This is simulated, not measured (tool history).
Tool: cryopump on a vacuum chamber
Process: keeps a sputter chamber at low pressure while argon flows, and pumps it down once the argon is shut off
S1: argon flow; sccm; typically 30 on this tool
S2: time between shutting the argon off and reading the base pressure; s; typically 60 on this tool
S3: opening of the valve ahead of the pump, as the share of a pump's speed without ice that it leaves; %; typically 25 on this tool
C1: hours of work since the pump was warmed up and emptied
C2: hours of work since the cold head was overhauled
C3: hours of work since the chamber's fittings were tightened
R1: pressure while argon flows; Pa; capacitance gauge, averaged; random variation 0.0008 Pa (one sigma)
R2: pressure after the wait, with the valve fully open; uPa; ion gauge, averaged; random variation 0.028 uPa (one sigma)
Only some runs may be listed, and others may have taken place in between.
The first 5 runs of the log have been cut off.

Run 6, hour 86.1: usual settings but S3 41 %; C1 114; C2 114; C3 1939. Result: R1 0.0964 Pa, R2 1.79 uPa.
Run 7, hour 103.1: usual settings but S3 41 %; C1 127; C2 127; C3 1953. Result: R1 0.0965 Pa, R2 1.77 uPa.
Run 8, hour 114.0: usual settings but S3 41 %; C1 136; C2 136; C3 1962. Result: R1 0.0983 Pa, R2 1.79 uPa.
Run 9, hour 129.7: usual settings but S3 41 %; C1 149; C2 149; C3 1974. Result: R1 0.0968 Pa, R2 1.86 uPa.
Run 10, hour 144.9: usual settings but S3 41 %; C1 161; C2 161; C3 1986. Result: R1 0.0968 Pa, R2 1.82 uPa.
Run 11, hour 161.1: usual settings but S3 41 %; C1 174; C2 174; C3 2000. Result: R1 0.0981 Pa, R2 1.83 uPa.
Run 12, hour 175.7: usual settings; C1 186; C2 186; C3 2011. Result: R1 0.1589 Pa, R2 1.88 uPa.
Run 13, hour 186.0: usual settings; C1 194; C2 194; C3 2020. Result: R1 0.1588 Pa, R2 1.82 uPa.
Run 14, hour 210.0: usual settings; C1 214; C2 214; C3 2039. Result: R1 0.1595 Pa, R2 1.88 uPa.
Run 15, hour 226.2: usual settings but S3 31 %; C1 227; C2 227; C3 2052. Result: R1 0.1304 Pa, R2 1.81 uPa.
Run 16, hour 246.9: usual settings but S3 31 %; C1 244; C2 244; C3 2069. Result: R1 0.1292 Pa, R2 1.91 uPa.
Run 17, hour 264.8: usual settings but S3 18 %; C1 258; C2 258; C3 2083. Result: R1 0.2203 Pa, R2 1.88 uPa.

What will run 18 give?
Run 18, hour 288.2: usual settings but S1 38 sccm, S3 18 %; C1 277; C2 277; C3 2102. Result: R1 ?, R2 ?.

Run 18 gave R1 0.2805 Pa, R2 1.89 uPa.
Were there no unlogged condition in the tool, this run, its random variation unchanged, would have produced R1 0.2761 Pa, R2 1.25 uPa.
